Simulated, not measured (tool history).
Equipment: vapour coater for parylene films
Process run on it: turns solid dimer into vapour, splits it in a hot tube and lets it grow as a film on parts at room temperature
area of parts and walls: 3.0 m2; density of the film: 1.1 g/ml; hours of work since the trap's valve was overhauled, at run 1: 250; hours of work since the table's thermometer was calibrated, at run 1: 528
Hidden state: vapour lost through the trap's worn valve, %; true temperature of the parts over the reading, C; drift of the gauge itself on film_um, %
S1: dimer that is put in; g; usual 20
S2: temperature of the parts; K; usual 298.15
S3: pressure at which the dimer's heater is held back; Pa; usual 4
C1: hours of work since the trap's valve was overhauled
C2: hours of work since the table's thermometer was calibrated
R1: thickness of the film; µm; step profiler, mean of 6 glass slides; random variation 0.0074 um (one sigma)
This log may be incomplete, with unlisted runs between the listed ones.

Run 1, hour 0: usual settings; C1 250; C2 528. Result: R1 3.165 µm.
Run 2, hour 27.6: usual settings; C1 262; C2 539. Result: R1 3.157 µm.
Run 3, hour 68.4: usual settings; C1 279; C2 556. Result: R1 3.154 µm.
Run 4, hour 95.3: usual settings but S1 11 g; C1 290; C2 568. Result: R1 1.733 µm.
Run 5, hour 157.1: usual settings; C1 316; C2 594. Result: R1 3.137 µm.
Run 6, hour 209.3: usual settings; C1 337; C2 615. Result: R1 3.112 µm.
Run 7, hour 263.8: usual settings; C1 360; C2 638. Result: R1 3.122 µm.
Run 8, hour 291.1: usual settings; C1 372; C2 650. Result: R1 3.107 µm.
At hour 299.4: trap's valve overhauled.
Run 9, hour 326.6: usual settings but S2 291.15 K; C1 11; C2 663. Result: R1 4.276 µm.
Run 10, hour 362.8: usual settings but S2 291.15 K; C1 27; C2 678. Result: R1 4.272 µm.
Run 11, hour 423.8: usual settings but S3 3.31 Pa; C1 52; C2 703. Result: R1 3.347 µm.
Run 12, hour 478.2: usual settings; C1 75; C2 726. Result: R1 3.202 µm.
Run 13, hour 512.9: usual settings but S3 2.98 Pa; C1 89; C2 741. Result: R1 3.432 µm.
Run 14, hour 550.5: usual settings but S1 30 g, S3 2.98 Pa; C1 105; C2 756. Result: R1 5.122 µm.
Run 15, hour 580: usual settings; C1 117; C2 769. Result: R1 3.199 µm.
Run 16, hour 615.3: usual settings but S1 11 g; C1 132; C2 783. Result: R1 1.77 µm.
Run 17, hour 661.8: usual settings but S1 11 g; C1 151; C2 803. Result: R1 1.748 µm.
Run 18, hour 698.5: usual settings but S1 11 g; C1 167; C2 818. Result: R1 1.746 µm.
Run 19, hour 733.2: usual settings; C1 181; C2 833. Result: R1 3.181 µm.
Run 20, hour 789.3: usual settings but S1 17 g; C1 205; C2 856. Result: R1 2.688 µm.
Run 21, hour 826.6: usual settings but S1 17 g; C1 220; C2 872. Result: R1 2.695 µm.
At hour 833.3: table's thermometer calibrated.
Run 22, hour 865.8: usual settings but S1 17 g; C1 236; C2 14. Result: R1 2.74 µm.
Run 23, hour 922.3: usual settings; C1 260; C2 37. Result: R1 3.212 µm.
Run 24, hour 985.2: usual settings; C1 286; C2 63. Result: R1 3.207 µm.
Run 25, hour 1011.6: usual settings; C1 297; C2 75. Result: R1 3.211 µm.
Run 26, hour 1052.3: usual settings but S3 6.65 Pa; C1 314; C2 92. Result: R1 2.877 µm.
At hour 1083.9: table's thermometer calibrated, once more.
Run 27, hour 1097.5: usual settings but S1 17 g, S3 9.36 Pa; C1 333; C2 6. Result: R1 2.172 µm.
Run 28, hour 1133.5: usual settings but S1 32 g, S2 290.15 K, S3 10.51 Pa; C1 348; C2 21. Result: R1 5.503 µm.
Run 29, hour 1176.3: usual settings but S1 23 g, S2 297.15 K, S3 3.41 Pa; C1 366; C2 39. Result: R1 3.741 µm.
At hour 1199.4: trap's valve overhauled.
Run 30, hour 1218.6: usual settings but S1 23 g, S2 297.15 K, S3 8.37 Pa; C1 8; C2 55. Result: R1 3.256 µm.
Run 31, hour 1270.8: usual settings but S2 291.15 K; C1 30; C2 76. Result: R1 4.175 µm.
Run 32, hour 1327: usual settings but S1 21 g, S2 297.15 K, S3 4.03 Pa; C1 53; C2 100. Result: R1 3.45 µm.
Run 33, hour 1365.9: usual settings but S1 10 g; C1 70; C2 116. Result: R1 1.564 µm.
Run 34, hour 1420.2: usual settings but S1 10 g; C1 92; C2 139. Result: R1 1.574 µm.
Run 35, hour 1450.5: usual settings but S1 10 g, S2 290.15 K, S3 2.81 Pa; C1 105; C2 152. Result: R1 2.316 µm.
Run 36, hour 1479.7: usual settings but S2 297.15 K; C1 117; C2 164. Result: R1 3.238 µm.
Run 37, hour 1540.8: usual settings but S1 10 g, S2 297.15 K; C1 143; C2 189. Result: R1 1.626 µm.
Run 38, hour 1599.7: usual settings but S1 14 g, S2 309.15 K; C1 167; C2 214. Result: R1 1.397 µm.
Run 39, hour 1643.6: usual settings but S1 8 g, S2 294.15 K; C1 186; C2 232. Result: R1 1.455 µm.
Run 40, hour 1685.4: usual settings but S1 22 g, S2 290.15 K; C1 203; C2 250. Result: R1 4.703 µm.
Run 41, hour 1742.9: usual settings but S1 15 g, S2 303.15 K, S3 5.08 Pa; C1 227; C2 274. Result: R1 1.806 µm.
Run 42, hour 1798.3: usual settings but S1 15 g, S2 303.15 K, S3 5.08 Pa; C1 250; C2 297. Result: R1 1.802 µm.
Run 43, hour 1834.7: usual settings but S1 11 g, S3 5.34 Pa; C1 266; C2 312. Result: R1 1.605 µm.
Run 44, hour 1875.4: usual settings but S2 295.15 K, S3 5.88 Pa; C1 283; C2 329. Result: R1 3.193 µm.
Run 45, hour 1923.6: usual settings but S2 295.15 K, S3 5.88 Pa; C1 303; C2 349. Result: R1 3.183 µm.
Run 46, hour 1951.3: usual settings but S2 300.15 K, S3 10.45 Pa; C1 314; C2 361. Result: R1 2.316 µm.
Run 47, hour 1995.4: usual settings but S1 14 g, S2 291.15 K; C1 333; C2 379. Result: R1 2.822 µm.

What if the next run were any one of these 3? Each begins from the tool's condition after run 47:
Run A, hour 2051.2: usual settings but S1 18 g, S2 299.15 K, S3 3.39 Pa; C1 356; C2 403. Result: R1 ?.
Run B, hour 2051.2: usual settings but S1 10 g, S2 291.15 K; C1 356; C2 403. Result: R1 ?.
Run C, hour 2051.2: usual settings but S1 10 g, S2 293.15 K, S3 3.29 Pa; C1 356; C2 403. Result: R1 ?.

run     R1
  A  2.711
  B  2.024
  C   1.94
Stripped of hidden state, with their random variation kept, the same runs would have yielded:
run     R1
  A  2.846
  B  2.124
  C  2.036
